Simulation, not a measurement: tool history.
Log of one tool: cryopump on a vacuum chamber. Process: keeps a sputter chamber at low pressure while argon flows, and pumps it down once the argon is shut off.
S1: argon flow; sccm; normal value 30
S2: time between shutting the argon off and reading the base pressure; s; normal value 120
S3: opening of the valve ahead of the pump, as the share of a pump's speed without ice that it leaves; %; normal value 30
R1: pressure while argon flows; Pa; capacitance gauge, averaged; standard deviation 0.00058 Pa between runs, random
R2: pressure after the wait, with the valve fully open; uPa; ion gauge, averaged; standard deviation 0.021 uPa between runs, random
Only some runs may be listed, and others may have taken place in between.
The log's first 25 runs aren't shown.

Run 26, hour 2235.5: usual settings but S1 27 sccm, S2 183 s, S3 23 %. Result: R1 0.0861 Pa, R2 0.58 uPa.
Run 27, hour 2321.8: usual settings but S1 16 sccm, S3 53 %. Result: R1 0.023 Pa, R2 0.71 uPa.
Run 28, hour 2413.6: usual settings but S1 13 sccm, S2 31 s, S3 46 %. Result: R1 0.0214 Pa, R2 1.35 uPa.
Run 29, hour 2531.7: usual settings but S1 38 sccm, S2 45 s, S3 34 %. Result: R1 0.0863 Pa, R2 1.18 uPa.
Run 30, hour 2654.9: usual settings but S1 38 sccm, S2 45 s, S3 34 %. Result: R1 0.0878 Pa, R2 1.2 uPa.
Run 31, hour 2764.4: usual settings but S1 13 sccm, S2 26 s, S3 22 %. Result: R1 0.0455 Pa, R2 1.71 uPa.
At hour 2777: pump warmed up, emptied and cooled again.
Run 32, hour 2822.6: usual settings but S1 18 sccm, S2 150 s, S3 54 %. Result: R1 0.0258 Pa, R2 0.78 uPa.
Run 33, hour 2908: usual settings but S1 18 sccm, S2 150 s, S3 54 %. Result: R1 0.0253 Pa, R2 0.83 uPa.
Run 34, hour 3019.1: usual settings but S1 18 sccm, S2 103 s, S3 46 %. Result: R1 0.0302 Pa, R2 0.96 uPa.

Consider 3 possible next runs. They are alternatives, not a sequence: every one starts from the tool as it was left by run 34. What does each give?
Run A, hour 3084.2: usual settings but S1 23 sccm. Result: R1 ?, R2 ?.
Run B, hour 3084.2: usual settings but S2 131 s, S3 37 %. Result: R1 ?, R2 ?.
Run C, hour 3084.2: usual settings but S1 23 sccm, S2 89 s, S3 17 %. Result: R1 ?, R2 ?.

run      R1    R2
  A  0.0574  0.96
  B  0.0618  0.94
  C   0.099  1.06
The same runs, with their run-to-run variation unchanged, on a tool lacking any hidden condition would have given:
run      R1    R2
  A  0.0547  0.34
  B  0.0582  0.32
  C  0.0963  0.43
